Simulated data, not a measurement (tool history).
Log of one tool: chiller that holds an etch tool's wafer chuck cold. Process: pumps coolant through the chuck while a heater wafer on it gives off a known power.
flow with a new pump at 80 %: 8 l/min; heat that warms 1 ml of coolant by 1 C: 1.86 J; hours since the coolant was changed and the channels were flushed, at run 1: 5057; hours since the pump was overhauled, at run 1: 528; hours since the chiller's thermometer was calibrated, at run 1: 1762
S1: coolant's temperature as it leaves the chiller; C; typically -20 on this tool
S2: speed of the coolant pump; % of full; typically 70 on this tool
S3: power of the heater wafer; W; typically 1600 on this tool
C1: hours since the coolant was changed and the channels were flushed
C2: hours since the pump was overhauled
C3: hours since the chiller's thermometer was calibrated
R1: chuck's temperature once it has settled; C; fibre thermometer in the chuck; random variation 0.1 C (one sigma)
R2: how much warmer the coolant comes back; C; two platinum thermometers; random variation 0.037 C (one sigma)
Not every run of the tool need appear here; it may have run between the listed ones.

{"run": 1, "day": 0.0, "S1": -20, "S2": 70, "S3": 1600, "C1": 5057, "C2": 528, "C3": 1762, "R1": -7.4, "R2": 7.35}
{"run": 2, "day": 0.683, "S1": -20, "S2": 70, "S3": 1574, "C1": 5073, "C2": 545, "C3": 1779, "R1": -7.7, "R2": 7.24}
{"run": 3, "day": 1.504, "S1": -20, "S2": 70, "S3": 1574, "C1": 5093, "C2": 564, "C3": 1798, "R1": -7.8, "R2": 7.3}
{"run": 4, "day": 2.062, "S1": -20, "S2": 70, "S3": 1574, "C1": 5106, "C2": 578, "C3": 1812, "R1": -7.7, "R2": 7.29}
{"run": 5, "day": 2.838, "S1": -20, "S2": 70, "S3": 1600, "C1": 5125, "C2": 596, "C3": 1830, "R1": -7.4, "R2": 7.47}
{"run": 6, "day": 4.029, "S1": -20, "S2": 70, "S3": 1600, "C1": 5153, "C2": 625, "C3": 1859, "R1": -7.5, "R2": 7.39}
{"run": 7, "day": 4.554, "S1": -20, "S2": 70, "S3": 1600, "C1": 5166, "C2": 637, "C3": 1871, "R1": -7.5, "R2": 7.46}
{"run": 8, "day": 5.138, "S1": -20, "S2": 70, "S3": 879, "C1": 5180, "C2": 651, "C3": 1885, "R1": -13.1, "R2": 4.12}
{"run": 9, "day": 6.15, "S1": -20, "S2": 70, "S3": 1600, "C1": 5204, "C2": 676, "C3": 1910, "R1": -7.4, "R2": 7.52}
{"run": 10, "day": 7.038, "S1": -20, "S2": 72, "S3": 1600, "C1": 5226, "C2": 697, "C3": 1931, "R1": -7.8, "R2": 7.25}
{"run": 11, "day": 8.233, "S1": -29, "S2": 70, "S3": 1600, "C1": 5254, "C2": 726, "C3": 1960, "R1": -16.4, "R2": 7.62}
{"run": 12, "day": 8.779, "S1": -29, "S2": 70, "S3": 1600, "C1": 5267, "C2": 739, "C3": 1973, "R1": -16.5, "R2": 7.53}
{"run": 13, "day": 9.642, "S1": -20, "S2": 68, "S3": 1600, "C1": 5288, "C2": 760, "C3": 1994, "R1": -7.3, "R2": 7.8}
{"run": 14, "day": 10.258, "S1": -20, "S2": 68, "S3": 1600, "C1": 5303, "C2": 774, "C3": 2008, "R1": -7.2, "R2": 7.77}
{"run": 15, "day": 11.221, "S1": -20, "S2": 70, "S3": 1600, "C1": 5326, "C2": 797, "C3": 2031, "R1": -7.5, "R2": 7.62}
{"run": 16, "day": 12.175, "S1": -20, "S2": 70, "S3": 1600, "C1": 5349, "C2": 820, "C3": 2054, "R1": -7.5, "R2": 7.64}
{"run": 17, "day": 12.962, "S1": -20, "S2": 70, "S3": 1600, "C1": 5368, "C2": 839, "C3": 2073, "R1": -7.4, "R2": 7.69}
{"run": 18, "day": 13.654, "S1": -20, "S2": 75, "S3": 1600, "C1": 5384, "C2": 856, "C3": 2090, "R1": -8.3, "R2": 7.2}
{"run": 19, "day": 14.567, "S1": -20, "S2": 70, "S3": 2322, "C1": 5406, "C2": 878, "C3": 2112, "R1": -1.9, "R2": 11.01}
{"run": 20, "day": 15.462, "S1": -21, "S2": 70, "S3": 2322, "C1": 5428, "C2": 899, "C3": 2133, "R1": -2.9, "R2": 11.1}
{"run": 21, "day": 16.604, "S1": -21, "S2": 70, "S3": 2322, "C1": 5455, "C2": 927, "C3": 2161, "R1": -2.7, "R2": 11.05}
{"run": 22, "day": 17.654, "S1": -20, "S2": 70, "S3": 1677, "C1": 5480, "C2": 952, "C3": 2186, "R1": -6.8, "R2": 8.2}
{"day": 17.921, "done": "gauge calibrated"}
{"run": 23, "day": 18.292, "S1": -11, "S2": 86, "S3": 1042, "C1": 5496, "C2": 967, "C3": 2201, "R1": -4.0, "R2": 3.94}
{"run": 24, "day": 19.075, "S1": -21, "S2": 70, "S3": 1600, "C1": 5514, "C2": 986, "C3": 2220, "R1": -8.5, "R2": 7.36}
{"run": 25, "day": 19.658, "S1": -19, "S2": 70, "S3": 1950, "C1": 5528, "C2": 1000, "C3": 2234, "R1": -3.8, "R2": 9.0}
{"run": 26, "day": 20.333, "S1": -19, "S2": 70, "S3": 1950, "C1": 5545, "C2": 1016, "C3": 2250, "R1": -3.9, "R2": 8.98}
{"run": 27, "day": 21.025, "S1": -20, "S2": 62, "S3": 1202, "C1": 5561, "C2": 1033, "C3": 2267, "R1": -9.5, "R2": 6.31}
{"run": 28, "day": 22.225, "S1": -27, "S2": 95, "S3": 1600, "C1": 5590, "C2": 1062, "C3": 2296, "R1": -17.4, "R2": 5.59}
{"day": 22.708, "done": "chiller's thermometer calibrated"}
{"run": 29, "day": 23.262, "S1": -27, "S2": 95, "S3": 1600, "C1": 5614, "C2": 1085, "C3": 13, "R1": -17.2, "R2": 5.56}
{"run": 30, "day": 24.092, "S1": -11, "S2": 64, "S3": 1087, "C1": 5634, "C2": 1105, "C3": 33, "R1": -2.0, "R2": 5.55}
{"run": 31, "day": 24.921, "S1": -20, "S2": 70, "S3": 942, "C1": 5654, "C2": 1125, "C3": 53, "R1": -12.7, "R2": 4.52}

What if the next run were any one of these 3? Each begins from the tool's condition after run 31:
{"run": "A", "day": 26.012, "S1": -23, "S2": 71, "S3": 1986, "C1": 5680, "C2": 1151, "C3": 79, "R1": "?", "R2": "?"}
{"run": "B", "day": 26.012, "S1": -20, "S2": 93, "S3": 1600, "C1": 5680, "C2": 1151, "C3": 79, "R1": "?", "R2": "?"}
{"run": "C", "day": 26.012, "S1": -20, "S2": 70, "S3": 948, "C1": 5680, "C2": 1151, "C3": 79, "R1": "?", "R2": "?"}

run=A R1=-7.7 R2=9.22
run=B R1=-10.0 R2=5.81
run=C R1=-12.5 R2=4.65
Without the tool's unlogged condition, the same runs would have read:
run=A R1=-7.7 R2=9.01
run=B R1=-10.0 R2=5.60
run=C R1=-12.5 R2=4.44
